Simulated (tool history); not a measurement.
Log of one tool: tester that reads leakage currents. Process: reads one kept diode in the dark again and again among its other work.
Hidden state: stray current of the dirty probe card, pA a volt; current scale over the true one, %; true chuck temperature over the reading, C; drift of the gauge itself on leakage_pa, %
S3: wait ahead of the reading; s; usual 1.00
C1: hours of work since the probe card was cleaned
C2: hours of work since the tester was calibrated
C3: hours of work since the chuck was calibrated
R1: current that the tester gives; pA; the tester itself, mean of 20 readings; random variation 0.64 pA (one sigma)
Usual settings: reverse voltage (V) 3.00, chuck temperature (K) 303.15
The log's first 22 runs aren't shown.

{"run": 23, "hour": 658.9, "reverse voltage (V)": 1.1, "chuck temperature (K)": 303.15, "S3": 0.56, "C1": 871, "C2": 942, "C3": 619, "R1": 143.05}
{"run": 24, "hour": 701.4, "reverse voltage (V)": 3.0, "chuck temperature (K)": 300.15, "S3": 1.3, "C1": 898, "C2": 969, "C3": 646, "R1": 176.81}
{"run": 25, "hour": 726.7, "reverse voltage (V)": 3.0, "chuck temperature (K)": 296.15, "S3": 1.3, "C1": 915, "C2": 986, "C3": 663, "R1": 126.34}
{"run": 26, "hour": 767.3, "reverse voltage (V)": 6.66, "chuck temperature (K)": 327.15, "S3": 5.08, "C1": 941, "C2": 1012, "C3": 689, "R1": 2164.68}
{"run": 27, "hour": 785.5, "reverse voltage (V)": 3.51, "chuck temperature (K)": 327.15, "S3": 5.08, "C1": 953, "C2": 1024, "C3": 700, "R1": 1617.13}
{"run": 28, "hour": 813.5, "reverse voltage (V)": 4.82, "chuck temperature (K)": 307.15, "S3": 8.01, "C1": 971, "C2": 1042, "C3": 718, "R1": 399.02}
{"run": 29, "hour": 852.3, "reverse voltage (V)": 4.82, "chuck temperature (K)": 307.15, "S3": 8.01, "C1": 996, "C2": 1067, "C3": 743, "R1": 398.92}
{"run": 30, "hour": 884.7, "reverse voltage (V)": 5.22, "chuck temperature (K)": 295.15, "S3": 1.65, "C1": 1016, "C2": 1087, "C3": 764, "R1": 155.39}
{"hour": 904.0, "done": "probe card cleaned and baked"}
{"run": 31, "hour": 925.1, "reverse voltage (V)": 5.22, "chuck temperature (K)": 295.15, "S3": 1.65, "C1": 14, "C2": 1111, "C3": 788, "R1": 144.9}
{"run": 32, "hour": 947.3, "reverse voltage (V)": 19.77, "chuck temperature (K)": 303.15, "S3": 1.0, "C1": 28, "C2": 1126, "C3": 803, "R1": 545.75}
{"run": 33, "hour": 980.4, "reverse voltage (V)": 3.0, "chuck temperature (K)": 303.15, "S3": 6.71, "C1": 49, "C2": 1147, "C3": 824, "R1": 225.29}
{"run": 34, "hour": 1006.1, "reverse voltage (V)": 3.0, "chuck temperature (K)": 303.15, "S3": 6.71, "C1": 66, "C2": 1164, "C3": 840, "R1": 226.68}
{"hour": 1048.8, "done": "chuck's temperature calibrated"}
{"run": 35, "hour": 1050.2, "reverse voltage (V)": 13.91, "chuck temperature (K)": 310.15, "S3": 1.23, "C1": 93, "C2": 1191, "C3": 1, "R1": 778.57}
{"run": 36, "hour": 1088.4, "reverse voltage (V)": 13.91, "chuck temperature (K)": 294.15, "S3": 0.72, "C1": 117, "C2": 1215, "C3": 26, "R1": 204.92}
{"run": 37, "hour": 1123.7, "reverse voltage (V)": 1.68, "chuck temperature (K)": 294.15, "S3": 8.14, "C1": 140, "C2": 1238, "C3": 48, "R1": 73.99}
{"run": 38, "hour": 1141.3, "reverse voltage (V)": 1.05, "chuck temperature (K)": 321.15, "S3": 8.14, "C1": 151, "C2": 1249, "C3": 60, "R1": 569.59}
{"run": 39, "hour": 1183.2, "reverse voltage (V)": 1.05, "chuck temperature (K)": 321.15, "S3": 8.14, "C1": 178, "C2": 1276, "C3": 87, "R1": 566.18}
{"run": 40, "hour": 1217.9, "reverse voltage (V)": 1.15, "chuck temperature (K)": 294.15, "S3": 1.02, "C1": 201, "C2": 1299, "C3": 109, "R1": 63.08}
{"run": 41, "hour": 1242.6, "reverse voltage (V)": 1.76, "chuck temperature (K)": 302.15, "S3": 1.0, "C1": 217, "C2": 1315, "C3": 125, "R1": 154.52}

3 ways to go on from here, each from the tool as it stands after run 41. What would each give?
{"run": "A", "hour": 1284.0, "reverse voltage (V)": 2.86, "chuck temperature (K)": 328.15, "S3": 2.85, "C1": 243, "C2": 1341, "C3": 151, "R1": "?"}
{"run": "B", "hour": 1284.0, "reverse voltage (V)": 16.83, "chuck temperature (K)": 325.15, "S3": 1.52, "C1": 243, "C2": 1341, "C3": 151, "R1": "?"}
{"run": "C", "hour": 1284.0, "reverse voltage (V)": 7.01, "chuck temperature (K)": 303.15, "S3": 6.48, "C1": 243, "C2": 1341, "C3": 151, "R1": "?"}

run=A R1=1535.45
run=B R1=2779.92
run=C R1=322.91
Without the tool's hidden state the same runs would have given:
run=A R1=1505.51
run=B R1=2718.94
run=C R1=312.48
